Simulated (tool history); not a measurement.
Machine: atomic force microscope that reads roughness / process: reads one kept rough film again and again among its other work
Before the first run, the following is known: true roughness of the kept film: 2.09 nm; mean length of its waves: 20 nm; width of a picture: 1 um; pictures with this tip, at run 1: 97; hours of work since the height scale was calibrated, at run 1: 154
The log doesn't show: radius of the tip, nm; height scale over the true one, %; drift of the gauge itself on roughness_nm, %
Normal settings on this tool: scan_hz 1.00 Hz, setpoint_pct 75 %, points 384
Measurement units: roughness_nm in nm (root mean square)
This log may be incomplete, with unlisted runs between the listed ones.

| run | hour | scan_hz | setpoint_pct | points | pictures with this tip | hours of work since the height scale was calibrated | roughness_nm |
|---|---|---|---|---|---|---|---|
| 1 | 0.0 | 1.00 | 75 | 384 | 97 | 154 | 1.346 |
| 2 | 19.0 | 1.00 | 75 | 384 | 129 | 164 | 1.269 |
| 3 | 35.3 | 1.00 | 75 | 384 | 156 | 172 | 1.219 |
| 4 | 52.9 | 1.00 | 75 | 384 | 186 | 181 | 1.174 |
| 5 | 64.3 | 1.00 | 75 | 384 | 205 | 187 | 1.132 |
| 6 | 75.6 | 1.00 | 75 | 384 | 224 | 193 | 1.112 |
| 7 | 85.4 | 1.00 | 75 | 384 | 240 | 198 | 1.078 |
| 8 | 99.6 | 1.00 | 75 | 384 | 264 | 205 | 1.050 |
| 9 | 110.6 | 1.00 | 75 | 384 | 283 | 211 | 1.025 |
| 10 | 121.7 | 1.00 | 75 | 384 | 301 | 217 | 1.003 |
|  | 139.3 | new tip fitted |
| 11 | 142.5 | 0.69 | 75 | 384 | 5 | 227 | 1.574 |
| 12 | 151.4 | 0.69 | 61 | 384 | 20 | 231 | 1.582 |
| 13 | 163.0 | 1.00 | 74 | 384 | 40 | 237 | 1.449 |
| 14 | 177.6 | 1.00 | 75 | 346 | 64 | 245 | 1.370 |
| 15 | 191.4 | 1.00 | 75 | 346 | 87 | 252 | 1.315 |
| 16 | 202.0 | 1.00 | 75 | 346 | 105 | 257 | 1.268 |
| 17 | 215.6 | 1.00 | 75 | 384 | 128 | 264 | 1.222 |
| 18 | 228.5 | 1.00 | 88 | 384 | 150 | 271 | 1.109 |
| 19 | 249.1 | 1.00 | 88 | 384 | 184 | 282 | 1.058 |
| 20 | 264.6 | 1.00 | 88 | 384 | 211 | 290 | 1.014 |
| 21 | 282.3 | 1.00 | 75 | 432 | 240 | 299 | 1.053 |
| 22 | 301.2 | 3.62 | 88 | 434 | 272 | 308 | 0.691 |
|  | 304.1 | height scale calibrated on a step standard |
| 23 | 319.5 | 1.00 | 71 | 569 | 301 | 8 | 0.999 |
| 24 | 328.4 | 3.65 | 87 | 384 | 316 | 12 | 0.658 |
|  | 337.2 | new tip fitted |
|  | 342.3 | height scale calibrated on a step standard, once more |
| 25 | 345.3 | 0.85 | 65 | 871 | 12 | 2 | 1.616 |
| 26 | 358.8 | 0.71 | 75 | 384 | 35 | 8 | 1.496 |
| 27 | 367.2 | 0.71 | 75 | 334 | 49 | 13 | 1.456 |
| 28 | 385.2 | 1.12 | 75 | 816 | 79 | 22 | 1.355 |
| 29 | 396.2 | 1.12 | 75 | 816 | 98 | 28 | 1.325 |
| 30 | 405.2 | 1.12 | 75 | 816 | 113 | 32 | 1.284 |
| 31 | 418.4 | 0.57 | 75 | 489 | 135 | 39 | 1.293 |
| 32 | 429.4 | 1.13 | 78 | 876 | 153 | 45 | 1.185 |
| 33 | 440.0 | 1.13 | 78 | 876 | 171 | 50 | 1.161 |
| 34 | 453.9 | 2.73 | 77 | 264 | 194 | 57 | 0.954 |
| 35 | 469.9 | 2.73 | 77 | 264 | 221 | 65 | 0.908 |
| 36 | 488.0 | 3.93 | 80 | 490 | 252 | 75 | 0.791 |
| 37 | 496.8 | 1.57 | 75 | 322 | 266 | 79 | 0.974 |
| 38 | 513.4 | 0.71 | 75 | 325 | 294 | 88 | 1.006 |
| 39 | 523.7 | 1.13 | 89 | 384 | 312 | 93 | 0.882 |

5 options for the next run, each taken on its own from the tool as it stands now. Forecast them:
|  | 536.0 | new tip fitted |
| A | 537.0 | 1.00 | 69 | 794 | 2 | 99 | ? |
|  | 536.0 | new tip fitted |
| B | 537.0 | 3.08 | 55 | 341 | 2 | 99 | ? |
|  | 536.0 | new tip fitted |
| C | 537.0 | 3.36 | 75 | 384 | 2 | 99 | ? |
|  | 536.0 | new tip fitted |
| D | 537.0 | 2.31 | 74 | 443 | 2 | 99 | ? |
|  | 536.0 | new tip fitted |
| E | 537.0 | 0.55 | 75 | 470 | 2 | 99 | ? |

| run | roughness_nm |
|---|---|
| A | 1.602 |
| B | 1.553 |
| C | 1.301 |
| D | 1.419 |
| E | 1.605 |
What these runs would have given with no unlogged condition in the tool:
| run | roughness_nm |
|---|---|
| A | 1.630 |
| B | 1.580 |
| C | 1.323 |
| D | 1.444 |
| E | 1.632 |

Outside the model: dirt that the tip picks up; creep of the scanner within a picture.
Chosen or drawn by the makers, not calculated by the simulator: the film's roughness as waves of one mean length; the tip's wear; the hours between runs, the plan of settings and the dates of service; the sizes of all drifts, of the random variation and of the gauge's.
